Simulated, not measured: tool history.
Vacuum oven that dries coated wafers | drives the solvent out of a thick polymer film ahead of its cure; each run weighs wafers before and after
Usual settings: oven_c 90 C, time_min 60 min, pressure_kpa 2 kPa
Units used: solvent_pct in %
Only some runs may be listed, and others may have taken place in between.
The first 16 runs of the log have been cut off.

run     day  oven_c  time_min  pressure_kpa  solvent_pct
 17      38      90        60             2         2.07
 18  40.396      90        60             2          2.1
 19  42.608      90        60             2         2.03
 20  45.504      90        60             2         2.11
     46.617  -- oven's thermocouples calibrated
 21  47.167      90        60             2         1.77
 22  50.129      90        72             2          1.5
 23  51.683      86        65          2.85         2.65
 24   54.05      88        65          2.85         2.35
 25  56.588      94        65          3.01         1.79
 26  57.983      91        46          5.88         4.03
 27  59.383      91        46          5.88         4.03
 28  60.933      90        39             2         2.93
 29  63.358      90        39             2         2.95
 30  66.054      88        39           4.5         4.49
 31  69.017      88        31           4.5         5.34
 32  72.258      76        62          1.65         3.91
 33  75.592      76        62          1.65         4.04

The next listed run, before its measurement:
 34  77.958      76        62          1.65            ?

solvent_pct: 3.96 %
Were there no unlogged condition in the tool, this run, its random variation unchanged, would have produced solvent_pct 3.41 %.

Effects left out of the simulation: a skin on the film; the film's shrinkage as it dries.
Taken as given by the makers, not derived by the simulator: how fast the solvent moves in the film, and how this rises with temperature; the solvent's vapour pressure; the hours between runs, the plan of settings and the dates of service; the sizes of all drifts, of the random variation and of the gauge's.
